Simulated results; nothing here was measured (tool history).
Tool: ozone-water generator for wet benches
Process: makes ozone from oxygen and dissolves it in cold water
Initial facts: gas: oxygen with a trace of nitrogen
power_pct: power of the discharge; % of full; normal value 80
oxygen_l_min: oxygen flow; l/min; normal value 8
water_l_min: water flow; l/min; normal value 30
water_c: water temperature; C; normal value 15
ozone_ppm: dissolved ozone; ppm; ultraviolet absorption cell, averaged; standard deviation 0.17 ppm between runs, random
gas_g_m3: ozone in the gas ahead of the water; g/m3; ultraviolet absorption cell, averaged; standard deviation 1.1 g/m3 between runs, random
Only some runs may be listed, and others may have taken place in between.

run    hour  power_pct  oxygen_l_min  water_l_min  water_c  ozone_ppm  gas_g_m3
  1       0         80             8           30       15         23     186.1
  2   138.2         80             8           30       15       22.9       185
  3   239.9         80          5.15           30       15       20.4       218
  4   320.8         80          5.15           30       15       20.5       214
  5   390.5         81          5.15           30       15       20.4     214.8
  6   490.7         81          5.15           30       15       20.5     218.9
  7   592.7         81          5.15           30       15       20.2     215.3
  8   653.1         80             8           30       15       22.5     182.7
  9   797.8         80             8           30       15       22.2     182.3
 10   929.7         80         10.83           30       15       23.4     161.3
 11  1071.4         80         10.83           30       15       23.3     160.8
 12  1141.5         63             8           30       15       19.6     157.2
 13  1273.1         63          9.35           41       15         16     147.3
 14  1361.9         42             8           36       15       13.7     123.9
 15  1489.5         48         13.78           19       13       23.4     110.2
 16  1558.8         48         13.78           19       13       23.1     110.3
 17  1647.8         88         13.78           19       17       29.5     153.2
 18  1784.4         88         13.78           19       17       29.7     154.1
 19  1893.1         88         13.78           19       17       29.8     152.3
     1985.7  -- water thermometer calibrated
 20  1989.9         88         13.78           19       17       29.9     151.9
 21  2110.3         88         13.78           19       17       29.7     152.8
 22  2221.8         88         13.78           46       13       19.8     153.3

Expected results for the next run?
 23  2303.6         88         13.78           46       13          ?         ?

{"run 23": {"ozone_ppm": 19.3, "gas_g_m3": 151.5}}
Without the tool's hidden state the same run would have given ozone_ppm 21 ppm, gas_g_m3 162.2 g/m3.
